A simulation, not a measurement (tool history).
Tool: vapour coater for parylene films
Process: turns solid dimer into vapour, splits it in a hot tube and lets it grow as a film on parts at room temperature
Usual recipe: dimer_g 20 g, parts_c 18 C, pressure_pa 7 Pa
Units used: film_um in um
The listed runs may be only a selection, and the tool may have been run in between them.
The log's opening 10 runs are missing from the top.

run	day	dimer_g	parts_c	pressure_pa	hours of work since the trap's valve was overhauled	hours of work since the table's thermometer was calibrated	film_um
11	5.442	20	17	7	185	126	6.29
12	6.075	9	18	7	193	134	2.71
13	6.608	9	18	7	200	141	2.69
14	7.454	20	18	7	211	152	6
15	7.829	20	18	7	216	157	5.99
16	8.621	20	19	9.65	226	167	5.53
17	9.267	20	19	9.65	235	175	5.55
18	10.012	24	11	3.99	244	185	9.48
19	10.408	24	11	3.99	249	190	9.5
20	10.871	24	11	3.99	255	196	9.38
21	11.596	24	11	3.99	264	205	9.38

Estimate the outcome of run 22 from the log above:
22	12.3	20	18	4.29	274	214	?

{"run 22": {"film_um": 6.48}}
Were there no unlogged condition in the tool, this run, its random variation unchanged, would have produced film_um 6.74 um.
